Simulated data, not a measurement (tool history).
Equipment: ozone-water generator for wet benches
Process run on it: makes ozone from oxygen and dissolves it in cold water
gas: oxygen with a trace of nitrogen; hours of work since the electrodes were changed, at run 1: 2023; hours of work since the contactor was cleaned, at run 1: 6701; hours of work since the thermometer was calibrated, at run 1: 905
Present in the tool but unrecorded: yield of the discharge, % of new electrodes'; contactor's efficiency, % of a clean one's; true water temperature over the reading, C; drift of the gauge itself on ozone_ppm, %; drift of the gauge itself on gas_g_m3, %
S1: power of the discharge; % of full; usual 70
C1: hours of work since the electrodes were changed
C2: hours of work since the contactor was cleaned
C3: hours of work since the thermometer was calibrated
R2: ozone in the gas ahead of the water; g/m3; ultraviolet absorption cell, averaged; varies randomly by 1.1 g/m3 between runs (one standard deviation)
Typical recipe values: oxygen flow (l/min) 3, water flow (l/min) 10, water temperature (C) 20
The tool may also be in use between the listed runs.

run 1 day=0 | S1=70 oxygen_flow_(l/min)=3 water_flow_(l/min)=10 water_temperature_(C)=20 | C1=2023 C2=6701 C3=905 | dissolved_ozone_(ppm)=19.8 R2=198.8
run 2 day=3.442 | S1=70 oxygen_flow_(l/min)=3 water_flow_(l/min)=10 water_temperature_(C)=20 | C1=2101 C2=6780 C3=984 | dissolved_ozone_(ppm)=19.8 R2=201.2
run 3 day=5.225 | S1=70 oxygen_flow_(l/min)=3 water_flow_(l/min)=10 water_temperature_(C)=20 | C1=2142 C2=6821 C3=1025 | dissolved_ozone_(ppm)=19.8 R2=199.8
run 4 day=7.433 | S1=87 oxygen_flow_(l/min)=3 water_flow_(l/min)=10 water_temperature_(C)=20 | C1=2193 C2=6871 C3=1075 | dissolved_ozone_(ppm)=22 R2=221.2
-- day=7.871 contactor cleaned
run 5 day=10.379 | S1=87 oxygen_flow_(l/min)=3 water_flow_(l/min)=10 water_temperature_(C)=20 | C1=2256 C2=57 C3=1139 | dissolved_ozone_(ppm)=22.3 R2=221
run 6 day=13.429 | S1=70 oxygen_flow_(l/min)=1.77 water_flow_(l/min)=10 water_temperature_(C)=20 | C1=2326 C2=127 C3=1208 | dissolved_ozone_(ppm)=18.2 R2=249.3
run 7 day=15.092 | S1=70 oxygen_flow_(l/min)=1.77 water_flow_(l/min)=10 water_temperature_(C)=20 | C1=2364 C2=165 C3=1246 | dissolved_ozone_(ppm)=18.5 R2=249.4
run 8 day=17.879 | S1=70 oxygen_flow_(l/min)=1.77 water_flow_(l/min)=10 water_temperature_(C)=20 | C1=2428 C2=229 C3=1310 | dissolved_ozone_(ppm)=18.7 R2=249.9
run 9 day=20.288 | S1=70 oxygen_flow_(l/min)=1.77 water_flow_(l/min)=10 water_temperature_(C)=20 | C1=2483 C2=284 C3=1365 | dissolved_ozone_(ppm)=18.5 R2=247.3
run 10 day=22.658 | S1=70 oxygen_flow_(l/min)=1.77 water_flow_(l/min)=10 water_temperature_(C)=20 | C1=2537 C2=338 C3=1419 | dissolved_ozone_(ppm)=18.5 R2=250.3
run 11 day=25.188 | S1=70 oxygen_flow_(l/min)=1.77 water_flow_(l/min)=10 water_temperature_(C)=20 | C1=2595 C2=396 C3=1477 | dissolved_ozone_(ppm)=18.8 R2=248.7
run 12 day=28.175 | S1=70 oxygen_flow_(l/min)=2.91 water_flow_(l/min)=10 water_temperature_(C)=20 | C1=2663 C2=464 C3=1545 | dissolved_ozone_(ppm)=19.9 R2=200.7
run 13 day=29.658 | S1=70 oxygen_flow_(l/min)=2.91 water_flow_(l/min)=10 water_temperature_(C)=20 | C1=2697 C2=498 C3=1579 | dissolved_ozone_(ppm)=19.5 R2=199.5
run 14 day=32.096 | S1=70 oxygen_flow_(l/min)=2.91 water_flow_(l/min)=10 water_temperature_(C)=20 | C1=2753 C2=554 C3=1635 | dissolved_ozone_(ppm)=19.9 R2=201.1
run 15 day=35.238 | S1=70 oxygen_flow_(l/min)=2.91 water_flow_(l/min)=10 water_temperature_(C)=20 | C1=2825 C2=626 C3=1707 | dissolved_ozone_(ppm)=19.9 R2=198
run 16 day=37.671 | S1=70 oxygen_flow_(l/min)=2.91 water_flow_(l/min)=10 water_temperature_(C)=20 | C1=2880 C2=681 C3=1762 | dissolved_ozone_(ppm)=19.7 R2=198.9
run 17 day=39.196 | S1=70 oxygen_flow_(l/min)=3.69 water_flow_(l/min)=7 water_temperature_(C)=12 | C1=2915 C2=716 C3=1797 | dissolved_ozone_(ppm)=30.5 R2=179.8
run 18 day=42.267 | S1=70 oxygen_flow_(l/min)=3.69 water_flow_(l/min)=7 water_temperature_(C)=12 | C1=2985 C2=786 C3=1867 | dissolved_ozone_(ppm)=30.1 R2=181.4
run 19 day=44.45 | S1=45 oxygen_flow_(l/min)=3.9 water_flow_(l/min)=7 water_temperature_(C)=12 | C1=3035 C2=836 C3=1917 | dissolved_ozone_(ppm)=23.8 R2=139.3
run 20 day=46.183 | S1=45 oxygen_flow_(l/min)=3.9 water_flow_(l/min)=7 water_temperature_(C)=12 | C1=3075 C2=876 C3=1957 | dissolved_ozone_(ppm)=24 R2=139.3
run 21 day=49.579 | S1=60 oxygen_flow_(l/min)=3.9 water_flow_(l/min)=7 water_temperature_(C)=20 | C1=3153 C2=954 C3=2035 | dissolved_ozone_(ppm)=23.8 R2=161.9
run 22 day=52.646 | S1=40 oxygen_flow_(l/min)=3 water_flow_(l/min)=10 water_temperature_(C)=20 | C1=3223 C2=1024 C3=2105 | dissolved_ozone_(ppm)=14.7 R2=148
run 23 day=55.688 | S1=40 oxygen_flow_(l/min)=3 water_flow_(l/min)=14 water_temperature_(C)=18 | C1=3292 C2=1093 C3=2174 | dissolved_ozone_(ppm)=11.2 R2=146.7
run 24 day=57.558 | S1=40 oxygen_flow_(l/min)=3.62 water_flow_(l/min)=9 water_temperature_(C)=18 | C1=3335 C2=1136 C3=2217 | dissolved_ozone_(ppm)=16.9 R2=134.6
run 25 day=60.346 | S1=93 oxygen_flow_(l/min)=3.62 water_flow_(l/min)=9 water_temperature_(C)=22 | C1=3399 C2=1200 C3=2281 | dissolved_ozone_(ppm)=23.9 R2=207.6
run 26 day=63.1 | S1=82 oxygen_flow_(l/min)=3 water_flow_(l/min)=10 water_temperature_(C)=20 | C1=3462 C2=1263 C3=2344 | dissolved_ozone_(ppm)=21.4 R2=211.5
run 27 day=66.308 | S1=82 oxygen_flow_(l/min)=3 water_flow_(l/min)=10 water_temperature_(C)=20 | C1=3535 C2=1336 C3=2417 | dissolved_ozone_(ppm)=21.5 R2=213.1
run 28 day=69.042 | S1=98 oxygen_flow_(l/min)=2.28 water_flow_(l/min)=10 water_temperature_(C)=20 | C1=3597 C2=1398 C3=2480 | dissolved_ozone_(ppm)=22.9 R2=261.2
run 29 day=71.092 | S1=98 oxygen_flow_(l/min)=2.28 water_flow_(l/min)=10 water_temperature_(C)=20 | C1=3644 C2=1445 C3=2527 | dissolved_ozone_(ppm)=22.8 R2=264.3
run 30 day=72.783 | S1=70 oxygen_flow_(l/min)=3 water_flow_(l/min)=7 water_temperature_(C)=19 | C1=3683 C2=1484 C3=2565 | dissolved_ozone_(ppm)=26.6 R2=193.8
run 31 day=75.654 | S1=44 oxygen_flow_(l/min)=5.29 water_flow_(l/min)=6 water_temperature_(C)=25 | C1=3749 C2=1550 C3=2631 | dissolved_ozone_(ppm)=18.6 R2=119.9
run 32 day=77.483 | S1=89 oxygen_flow_(l/min)=4.18 water_flow_(l/min)=10 water_temperature_(C)=27 | C1=3790 C2=1591 C3=2673 | dissolved_ozone_(ppm)=19.9 R2=189.4

5 options for the next run, each taken on its own from the tool as it stands now. Forecast them:
run A day=80.321 | S1=89 oxygen_flow_(l/min)=3.49 water_flow_(l/min)=10 water_temperature_(C)=27 | C1=3855 C2=1656 C3=2737 | dissolved_ozone_(ppm)=? R2=?
run B day=80.321 | S1=47 oxygen_flow_(l/min)=4.18 water_flow_(l/min)=10 water_temperature_(C)=27 | C1=3855 C2=1656 C3=2737 | dissolved_ozone_(ppm)=? R2=?
run C day=80.321 | S1=45 oxygen_flow_(l/min)=4.81 water_flow_(l/min)=10 water_temperature_(C)=14 | C1=3855 C2=1656 C3=2737 | dissolved_ozone_(ppm)=? R2=?
run D day=80.321 | S1=68 oxygen_flow_(l/min)=2.44 water_flow_(l/min)=10 water_temperature_(C)=27 | C1=3855 C2=1656 C3=2737 | dissolved_ozone_(ppm)=? R2=?
run E day=80.321 | S1=66 oxygen_flow_(l/min)=3.93 water_flow_(l/min)=8 water_temperature_(C)=20 | C1=3855 C2=1656 C3=2737 | dissolved_ozone_(ppm)=? R2=?

run=A dissolved_ozone_(ppm)=20 R2=205.8
run=B dissolved_ozone_(ppm)=14.2 R2=135.8
run=C dissolved_ozone_(ppm)=17.6 R2=126.4
run=D dissolved_ozone_(ppm)=17.1 R2=210.2
run=E dissolved_ozone_(ppm)=23.2 R2=166.9
Without the tool's hidden state the same runs would have given:
run=A dissolved_ozone_(ppm)=20 R2=211.3
run=B dissolved_ozone_(ppm)=14.2 R2=139.4
run=C dissolved_ozone_(ppm)=17.6 R2=129.7
run=D dissolved_ozone_(ppm)=17.2 R2=215.8
run=E dissolved_ozone_(ppm)=23.3 R2=171.3
